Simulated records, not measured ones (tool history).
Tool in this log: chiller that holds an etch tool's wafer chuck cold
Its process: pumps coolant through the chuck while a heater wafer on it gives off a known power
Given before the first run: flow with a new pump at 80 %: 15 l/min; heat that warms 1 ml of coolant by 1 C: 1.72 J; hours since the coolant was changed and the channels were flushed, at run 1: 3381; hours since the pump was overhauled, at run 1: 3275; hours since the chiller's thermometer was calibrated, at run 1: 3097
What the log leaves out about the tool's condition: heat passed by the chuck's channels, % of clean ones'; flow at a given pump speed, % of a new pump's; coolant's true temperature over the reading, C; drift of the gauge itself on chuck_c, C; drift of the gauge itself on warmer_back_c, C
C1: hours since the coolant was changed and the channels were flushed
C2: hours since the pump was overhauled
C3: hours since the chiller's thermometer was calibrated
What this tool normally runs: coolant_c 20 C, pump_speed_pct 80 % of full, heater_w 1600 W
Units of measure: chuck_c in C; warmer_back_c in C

run 1 hour=0.0 | coolant_c=20 pump_speed_pct=80 heater_w=1600 | C1=3381 C2=3275 C3=3097 | chuck_c=33.7 warmer_back_c=3.73
run 2 hour=37.1 | coolant_c=20 pump_speed_pct=80 heater_w=1600 | C1=3419 C2=3312 C3=3135 | chuck_c=33.7 warmer_back_c=3.77
run 3 hour=100.1 | coolant_c=20 pump_speed_pct=80 heater_w=1600 | C1=3481 C2=3375 C3=3197 | chuck_c=33.6 warmer_back_c=3.70
run 4 hour=154.4 | coolant_c=20 pump_speed_pct=80 heater_w=1600 | C1=3536 C2=3429 C3=3252 | chuck_c=33.7 warmer_back_c=3.69
run 5 hour=239.7 | coolant_c=20 pump_speed_pct=80 heater_w=1600 | C1=3621 C2=3515 C3=3337 | chuck_c=33.8 warmer_back_c=3.65
run 6 hour=321.8 | coolant_c=20 pump_speed_pct=80 heater_w=1600 | C1=3703 C2=3597 C3=3419 | chuck_c=33.5 warmer_back_c=3.74
run 7 hour=374.5 | coolant_c=26 pump_speed_pct=80 heater_w=1600 | C1=3756 C2=3649 C3=3472 | chuck_c=39.7 warmer_back_c=3.60
run 8 hour=420.2 | coolant_c=26 pump_speed_pct=80 heater_w=1600 | C1=3802 C2=3695 C3=3518 | chuck_c=39.8 warmer_back_c=3.63
run 9 hour=459.2 | coolant_c=26 pump_speed_pct=80 heater_w=1600 | C1=3841 C2=3734 C3=3557 | chuck_c=39.6 warmer_back_c=3.62
run 10 hour=538.1 | coolant_c=26 pump_speed_pct=80 heater_w=1600 | C1=3920 C2=3813 C3=3636 | chuck_c=39.7 warmer_back_c=3.64
run 11 hour=621.2 | coolant_c=26 pump_speed_pct=80 heater_w=1600 | C1=4003 C2=3896 C3=3719 | chuck_c=39.7 warmer_back_c=3.58
run 12 hour=664.5 | coolant_c=26 pump_speed_pct=63 heater_w=1600 | C1=4046 C2=3939 C3=3762 | chuck_c=42.9 warmer_back_c=4.67
run 13 hour=729.1 | coolant_c=26 pump_speed_pct=63 heater_w=1600 | C1=4111 C2=4004 C3=3827 | chuck_c=43.0 warmer_back_c=4.65
run 14 hour=780.4 | coolant_c=26 pump_speed_pct=63 heater_w=1600 | C1=4162 C2=4055 C3=3878 | chuck_c=43.1 warmer_back_c=4.65
run 15 hour=846.5 | coolant_c=20 pump_speed_pct=80 heater_w=1600 | C1=4228 C2=4121 C3=3944 | chuck_c=33.8 warmer_back_c=3.51
run 16 hour=933.1 | coolant_c=20 pump_speed_pct=80 heater_w=1600 | C1=4314 C2=4208 C3=4030 | chuck_c=33.7 warmer_back_c=3.46
run 17 hour=975.3 | coolant_c=30 pump_speed_pct=98 heater_w=1364 | C1=4357 C2=4250 C3=4073 | chuck_c=39.7 warmer_back_c=2.32
run 18 hour=1044.2 | coolant_c=20 pump_speed_pct=61 heater_w=1718 | C1=4426 C2=4319 C3=4142 | chuck_c=38.6 warmer_back_c=5.12
run 19 hour=1125.8 | coolant_c=15 pump_speed_pct=81 heater_w=1600 | C1=4507 C2=4401 C3=4223 | chuck_c=28.5 warmer_back_c=3.42
run 20 hour=1186.6 | coolant_c=23 pump_speed_pct=80 heater_w=1221 | C1=4568 C2=4462 C3=4284 | chuck_c=33.4 warmer_back_c=2.57
run 21 hour=1236.1 | coolant_c=17 pump_speed_pct=80 heater_w=2184 | C1=4618 C2=4511 C3=4334 | chuck_c=35.7 warmer_back_c=4.80
run 22 hour=1316.0 | coolant_c=17 pump_speed_pct=80 heater_w=2184 | C1=4697 C2=4591 C3=4413 | chuck_c=35.7 warmer_back_c=4.80
run 23 hour=1380.2 | coolant_c=20 pump_speed_pct=62 heater_w=1600 | C1=4762 C2=4655 C3=4478 | chuck_c=37.2 warmer_back_c=4.57
-- hour=1425.3 gauge calibrated
run 24 hour=1462.5 | coolant_c=20 pump_speed_pct=62 heater_w=1600 | C1=4844 C2=4737 C3=4560 | chuck_c=37.0 warmer_back_c=4.90
run 25 hour=1524.4 | coolant_c=20 pump_speed_pct=62 heater_w=1600 | C1=4906 C2=4799 C3=4622 | chuck_c=37.0 warmer_back_c=4.96
run 26 hour=1568.9 | coolant_c=14 pump_speed_pct=80 heater_w=1105 | C1=4950 C2=4844 C3=4666 | chuck_c=23.4 warmer_back_c=2.52
run 27 hour=1654.8 | coolant_c=14 pump_speed_pct=80 heater_w=1105 | C1=5036 C2=4930 C3=4752 | chuck_c=23.5 warmer_back_c=2.51
run 28 hour=1710.6 | coolant_c=14 pump_speed_pct=67 heater_w=1508 | C1=5092 C2=4986 C3=4808 | chuck_c=29.1 warmer_back_c=4.24
run 29 hour=1763.7 | coolant_c=25 pump_speed_pct=61 heater_w=908 | C1=5145 C2=5039 C3=4861 | chuck_c=35.0 warmer_back_c=2.77
run 30 hour=1841.0 | coolant_c=20 pump_speed_pct=60 heater_w=1282 | C1=5222 C2=5116 C3=4938 | chuck_c=34.1 warmer_back_c=4.05
run 31 hour=1918.6 | coolant_c=12 pump_speed_pct=94 heater_w=1172 | C1=5300 C2=5193 C3=5016 | chuck_c=20.9 warmer_back_c=2.19

Alternative continuations, all from the tool just after run 31; predict every row:
run A hour=1957.3 | coolant_c=14 pump_speed_pct=66 heater_w=2026 | C1=5339 C2=5232 C3=5055 | chuck_c=? warmer_back_c=?
run B hour=1957.3 | coolant_c=14 pump_speed_pct=89 heater_w=1468 | C1=5339 C2=5232 C3=5055 | chuck_c=? warmer_back_c=?
run C hour=1957.3 | coolant_c=20 pump_speed_pct=92 heater_w=1600 | C1=5339 C2=5232 C3=5055 | chuck_c=? warmer_back_c=?
run D hour=1957.3 | coolant_c=20 pump_speed_pct=83 heater_w=1041 | C1=5339 C2=5232 C3=5055 | chuck_c=? warmer_back_c=?
run E hour=1957.3 | coolant_c=12 pump_speed_pct=81 heater_w=967 | C1=5339 C2=5232 C3=5055 | chuck_c=? warmer_back_c=?

run=A chuck_c=34.7 warmer_back_c=5.75
run=B chuck_c=25.2 warmer_back_c=2.95
run=C chuck_c=32.2 warmer_back_c=3.05
run=D chuck_c=28.8 warmer_back_c=2.18
run=E chuck_c=20.0 warmer_back_c=2.11
Take away the tool's hidden state, keep each run's random variation, and the runs would have read:
run=A chuck_c=34.6 warmer_back_c=5.88
run=B chuck_c=25.2 warmer_back_c=3.08
run=C chuck_c=32.1 warmer_back_c=3.18
run=D chuck_c=28.8 warmer_back_c=2.31
run=E chuck_c=20.0 warmer_back_c=2.24
